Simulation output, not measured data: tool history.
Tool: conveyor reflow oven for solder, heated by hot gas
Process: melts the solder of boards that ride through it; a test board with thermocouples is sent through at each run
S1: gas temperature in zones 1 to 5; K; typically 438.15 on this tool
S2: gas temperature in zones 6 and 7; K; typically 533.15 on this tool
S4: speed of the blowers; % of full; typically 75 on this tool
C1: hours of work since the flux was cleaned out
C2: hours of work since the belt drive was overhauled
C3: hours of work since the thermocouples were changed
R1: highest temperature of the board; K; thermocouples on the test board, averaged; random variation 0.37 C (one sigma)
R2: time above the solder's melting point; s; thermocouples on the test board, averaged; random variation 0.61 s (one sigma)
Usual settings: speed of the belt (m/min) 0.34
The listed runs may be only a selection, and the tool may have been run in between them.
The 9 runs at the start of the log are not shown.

{"run": 10, "hour": 188.5, "S1": 438.15, "S2": 531.15, "speed of the belt (m/min)": 0.34, "S4": 75, "C1": 80, "C2": 735, "C3": 998, "R1": 521.75, "R2": 87.8}
{"run": 11, "hour": 213.5, "S1": 438.15, "S2": 533.15, "speed of the belt (m/min)": 0.34, "S4": 75, "C1": 96, "C2": 752, "C3": 1014, "R1": 523.45, "R2": 90.3}
{"run": 12, "hour": 228.6, "S1": 438.15, "S2": 533.15, "speed of the belt (m/min)": 0.34, "S4": 53, "C1": 107, "C2": 762, "C3": 1024, "R1": 518.55, "R2": 80.5}
{"run": 13, "hour": 245.6, "S1": 438.15, "S2": 527.15, "speed of the belt (m/min)": 0.34, "S4": 53, "C1": 118, "C2": 773, "C3": 1036, "R1": 513.55, "R2": 72.1}
{"run": 14, "hour": 265.8, "S1": 438.15, "S2": 527.15, "speed of the belt (m/min)": 0.34, "S4": 53, "C1": 132, "C2": 787, "C3": 1049, "R1": 513.55, "R2": 71.6}
{"run": 15, "hour": 277.6, "S1": 438.15, "S2": 527.15, "speed of the belt (m/min)": 0.34, "S4": 53, "C1": 139, "C2": 795, "C3": 1057, "R1": 513.45, "R2": 71.8}
{"run": 16, "hour": 293.0, "S1": 438.15, "S2": 528.15, "speed of the belt (m/min)": 0.291, "S4": 75, "C1": 150, "C2": 805, "C3": 1068, "R1": 521.95, "R2": 106.5}
{"run": 17, "hour": 305.9, "S1": 438.15, "S2": 532.15, "speed of the belt (m/min)": 0.34, "S4": 61, "C1": 158, "C2": 814, "C3": 1076, "R1": 519.85, "R2": 84.2}
{"run": 18, "hour": 331.0, "S1": 438.15, "S2": 532.15, "speed of the belt (m/min)": 0.34, "S4": 61, "C1": 175, "C2": 831, "C3": 1093, "R1": 519.45, "R2": 83.9}
{"run": 19, "hour": 342.2, "S1": 427.15, "S2": 529.15, "speed of the belt (m/min)": 0.34, "S4": 65, "C1": 183, "C2": 838, "C3": 1101, "R1": 516.25, "R2": 73.3}
{"run": 20, "hour": 364.3, "S1": 444.15, "S2": 540.15, "speed of the belt (m/min)": 0.34, "S4": 89, "C1": 198, "C2": 853, "C3": 1115, "R1": 532.35, "R2": 101.5}
{"run": 21, "hour": 389.9, "S1": 445.15, "S2": 535.15, "speed of the belt (m/min)": 0.329, "S4": 64, "C1": 215, "C2": 870, "C3": 1133, "R1": 525.35, "R2": 97.3}
{"run": 22, "hour": 404.8, "S1": 445.15, "S2": 535.15, "speed of the belt (m/min)": 0.329, "S4": 64, "C1": 225, "C2": 880, "C3": 1143, "R1": 525.15, "R2": 96.7}
{"run": 23, "hour": 428.0, "S1": 452.15, "S2": 533.15, "speed of the belt (m/min)": 0.344, "S4": 73, "C1": 240, "C2": 896, "C3": 1158, "R1": 524.35, "R2": 96.8}
{"run": 24, "hour": 446.8, "S1": 438.15, "S2": 533.15, "speed of the belt (m/min)": 0.34, "S4": 57, "C1": 253, "C2": 908, "C3": 1171, "R1": 519.75, "R2": 82.5}
{"run": 25, "hour": 460.1, "S1": 438.15, "S2": 533.15, "speed of the belt (m/min)": 0.29, "S4": 67, "C1": 262, "C2": 917, "C3": 1180, "R1": 525.65, "R2": 110}
{"run": 26, "hour": 471.4, "S1": 438.15, "S2": 533.15, "speed of the belt (m/min)": 0.393, "S4": 82, "C1": 269, "C2": 925, "C3": 1187, "R1": 520.65, "R2": 73.3}
{"run": 27, "hour": 486.0, "S1": 438.15, "S2": 536.15, "speed of the belt (m/min)": 0.348, "S4": 75, "C1": 279, "C2": 934, "C3": 1197, "R1": 525.95, "R2": 88.2}
{"run": 28, "hour": 505.2, "S1": 438.15, "S2": 536.15, "speed of the belt (m/min)": 0.348, "S4": 75, "C1": 292, "C2": 947, "C3": 1210, "R1": 525.85, "R2": 89.4}
{"run": 29, "hour": 516.9, "S1": 438.15, "S2": 547.15, "speed of the belt (m/min)": 0.348, "S4": 75, "C1": 300, "C2": 955, "C3": 1218, "R1": 536.55, "R2": 98.9}
{"run": 30, "hour": 532.3, "S1": 438.15, "S2": 533.15, "speed of the belt (m/min)": 0.401, "S4": 75, "C1": 310, "C2": 965, "C3": 1228, "R1": 518.85, "R2": 68.9}

What if the next run were any one of these 3? Each begins from the tool's condition after run 30:
{"run": "A", "hour": 554.1, "S1": 438.15, "S2": 547.15, "speed of the belt (m/min)": 0.34, "S4": 58, "C1": 325, "C2": 980, "C3": 1243, "R1": "?", "R2": "?"}
{"run": "B", "hour": 554.1, "S1": 438.15, "S2": 536.15, "speed of the belt (m/min)": 0.325, "S4": 75, "C1": 325, "C2": 980, "C3": 1243, "R1": "?", "R2": "?"}
{"run": "C", "hour": 554.1, "S1": 438.15, "S2": 533.15, "speed of the belt (m/min)": 0.314, "S4": 62, "C1": 325, "C2": 980, "C3": 1243, "R1": "?", "R2": "?"}

run=A R1=532.95 R2=96.1
run=B R1=527.35 R2=99.6
run=C R1=523.25 R2=95.1
Take away the tool's hidden state, keep each run's random variation, and the runs would have read:
run=A R1=532.75 R2=95.9
run=B R1=527.15 R2=99.4
run=C R1=523.05 R2=94.8
